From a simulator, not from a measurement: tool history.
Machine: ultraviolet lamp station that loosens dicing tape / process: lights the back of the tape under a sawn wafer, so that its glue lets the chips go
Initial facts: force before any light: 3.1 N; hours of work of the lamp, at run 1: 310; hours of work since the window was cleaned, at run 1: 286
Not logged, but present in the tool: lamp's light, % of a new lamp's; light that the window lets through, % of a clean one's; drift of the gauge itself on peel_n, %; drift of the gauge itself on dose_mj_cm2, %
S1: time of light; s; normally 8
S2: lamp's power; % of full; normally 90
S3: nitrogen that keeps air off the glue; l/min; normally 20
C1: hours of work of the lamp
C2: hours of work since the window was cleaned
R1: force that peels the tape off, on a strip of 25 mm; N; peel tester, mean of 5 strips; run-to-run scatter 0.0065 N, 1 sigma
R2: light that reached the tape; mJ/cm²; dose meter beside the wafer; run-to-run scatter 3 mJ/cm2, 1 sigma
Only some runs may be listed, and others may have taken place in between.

| run | hour | S1 | S2 | S3 | C1 | C2 | R1 | R2 |
|---|---|---|---|---|---|---|---|---|
| 1 | 0.0 | 8 | 90 | 20 | 310 | 286 | 0.272 | 396 |
| 2 | 9.3 | 8 | 80 | 20 | 317 | 293 | 0.355 | 348 |
| 3 | 16.0 | 8 | 80 | 20 | 322 | 298 | 0.346 | 349 |
| 4 | 24.2 | 8 | 90 | 8 | 328 | 304 | 0.569 | 393 |
| 5 | 31.3 | 12 | 90 | 8 | 334 | 310 | 0.273 | 588 |
| 6 | 40.9 | 8 | 68 | 20 | 341 | 317 | 0.501 | 296 |
| 7 | 47.5 | 8 | 68 | 20 | 346 | 322 | 0.486 | 293 |
| 8 | 53.2 | 8 | 68 | 20 | 351 | 326 | 0.477 | 297 |
|  | 55.8 | window cleaned of glue's vapour |
| 9 | 61.8 | 8 | 90 | 18 | 357 | 5 | 0.268 | 420 |
| 10 | 69.3 | 8 | 90 | 20 | 363 | 10 | 0.232 | 416 |
| 11 | 74.5 | 8 | 90 | 20 | 367 | 14 | 0.246 | 421 |
| 12 | 84.2 | 8 | 90 | 20 | 374 | 22 | 0.252 | 414 |
| 13 | 90.8 | 8 | 90 | 20 | 379 | 27 | 0.252 | 415 |
| 14 | 98.3 | 8 | 90 | 20 | 385 | 33 | 0.255 | 418 |
| 15 | 107.5 | 8 | 90 | 20 | 392 | 40 | 0.247 | 414 |
| 16 | 115.5 | 8 | 90 | 20 | 398 | 46 | 0.252 | 418 |
| 17 | 124.9 | 8 | 90 | 8 | 405 | 53 | 0.542 | 410 |
| 18 | 134.2 | 7 | 90 | 8 | 412 | 60 | 0.656 | 361 |
| 19 | 144.1 | 7 | 90 | 8 | 420 | 68 | 0.666 | 358 |
| 20 | 148.6 | 8 | 90 | 28 | 423 | 71 | 0.197 | 415 |
| 21 | 157.6 | 8 | 90 | 28 | 430 | 78 | 0.201 | 409 |
| 22 | 167.2 | 8 | 90 | 28 | 438 | 86 | 0.202 | 407 |
| 23 | 172.3 | 7 | 92 | 23 | 442 | 90 | 0.295 | 366 |
| 24 | 180.5 | 15 | 82 | 36 | 448 | 96 | 0.077 | 694 |
| 25 | 189.9 | 5 | 75 | 20 | 455 | 103 | 0.838 | 214 |
| 26 | 197.1 | 4 | 98 | 10 | 461 | 109 | 1.048 | 221 |
| 27 | 207.0 | 15 | 63 | 30 | 468 | 116 | 0.113 | 527 |
| 28 | 213.1 | 8 | 77 | 10 | 473 | 121 | 0.611 | 346 |
| 29 | 219.2 | 8 | 90 | 10 | 478 | 126 | 0.497 | 400 |
| 30 | 227.0 | 7 | 91 | 39 | 484 | 132 | 0.203 | 354 |
| 31 | 234.4 | 7 | 91 | 39 | 490 | 137 | 0.219 | 352 |
| 32 | 244.3 | 7 | 94 | 6 | 497 | 145 | 0.764 | 367 |
| 33 | 253.9 | 7 | 94 | 6 | 504 | 152 | 0.803 | 361 |
| 34 | 259.4 | 7 | 94 | 6 | 509 | 157 | 0.758 | 359 |
| 35 | 265.5 | 5 | 91 | 11 | 513 | 161 | 0.862 | 250 |
| 36 | 270.0 | 11 | 75 | 11 | 517 | 165 | 0.362 | 449 |
| 37 | 280.4 | 8 | 63 | 21 | 525 | 173 | 0.513 | 273 |
| 38 | 286.3 | 8 | 63 | 21 | 529 | 177 | 0.514 | 274 |
| 39 | 294.3 | 9 | 90 | 40 | 536 | 183 | 0.131 | 438 |
| 40 | 300.2 | 5 | 69 | 12 | 540 | 188 | 1.172 | 190 |
| 41 | 307.8 | 5 | 69 | 12 | 546 | 194 | 1.177 | 191 |
| 42 | 315.9 | 12 | 72 | 8 | 552 | 200 | 0.439 | 472 |
| 43 | 322.3 | 12 | 72 | 8 | 557 | 205 | 0.439 | 463 |

Table of differences, measured result less the result of that run with no hidden state. Run-to-run variation is the same in both. Gauge scatter possibly is not:
| run | R1 | R2 |
|---|---|---|
| 1 | +0.066 | -57 |
| 2 | +0.085 | -51 |
| 3 | +0.083 | -52 |
| 4 | +0.119 | -60 |
| 5 | +0.074 | -91 |
| 6 | +0.116 | -47 |
| 7 | +0.116 | -48 |
| 8 | +0.114 | -49 |
| 9 | +0.039 | -33 |
| 10 | +0.036 | -33 |
| 11 | +0.037 | -34 |
| 12 | +0.039 | -36 |
| 13 | +0.042 | -37 |
| 14 | +0.043 | -38 |
| 15 | +0.043 | -39 |
| 16 | +0.044 | -40 |
| 17 | +0.081 | -42 |
| 18 | +0.091 | -37 |
| 19 | +0.096 | -39 |
| 20 | +0.039 | -45 |
| 21 | +0.040 | -46 |
| 22 | +0.040 | -47 |
| 23 | +0.061 | -42 |
| 24 | +0.005 | -83 |
| 25 | +0.121 | -26 |
| 26 | +0.126 | -28 |
| 27 | +0.021 | -68 |
| 28 | +0.110 | -45 |
| 29 | +0.099 | -53 |
| 30 | +0.050 | -48 |
| 31 | +0.053 | -49 |
| 32 | +0.131 | -51 |
| 33 | +0.141 | -53 |
| 34 | +0.133 | -53 |
| 35 | +0.141 | -38 |
| 36 | +0.088 | -67 |
| 37 | +0.114 | -43 |
| 38 | +0.117 | -43 |
| 39 | +0.032 | -70 |
| 40 | +0.168 | -31 |
| 41 | +0.170 | -31 |
| 42 | +0.112 | -79 |
| 43 | +0.112 | -80 |
